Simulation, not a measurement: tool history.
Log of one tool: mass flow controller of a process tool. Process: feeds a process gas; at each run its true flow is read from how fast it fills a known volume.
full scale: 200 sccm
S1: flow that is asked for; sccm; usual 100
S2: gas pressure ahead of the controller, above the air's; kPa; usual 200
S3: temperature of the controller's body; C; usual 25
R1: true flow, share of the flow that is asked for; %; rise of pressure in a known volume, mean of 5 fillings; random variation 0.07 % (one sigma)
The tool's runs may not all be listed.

| run | hour | S1 | S2 | S3 | R1 |
|---|---|---|---|---|---|
| 1 | 0 | 100 | 200 | 25 | 98.41 |
| 2 | 133.7 | 100 | 200 | 25 | 98.19 |
| 3 | 327.9 | 100 | 200 | 25 | 98.16 |
| 4 | 572.3 | 100 | 200 | 25 | 98.02 |
| 5 | 734.9 | 100 | 200 | 25 | 97.89 |
| 6 | 911.4 | 100 | 200 | 25 | 97.82 |
| 7 | 1079.3 | 100 | 199 | 25 | 97.76 |
| 8 | 1202.8 | 100 | 199 | 25 | 97.63 |
| 9 | 1380.5 | 158 | 153 | 25 | 98.69 |
| 10 | 1511.7 | 158 | 153 | 25 | 98.7 |

Forecast run 11:
| 11 | 1626.3 | 158 | 199 | 35 | ? |

R1: 98.05 %
Without the tool's hidden state the same run would have given R1 98.78 %.
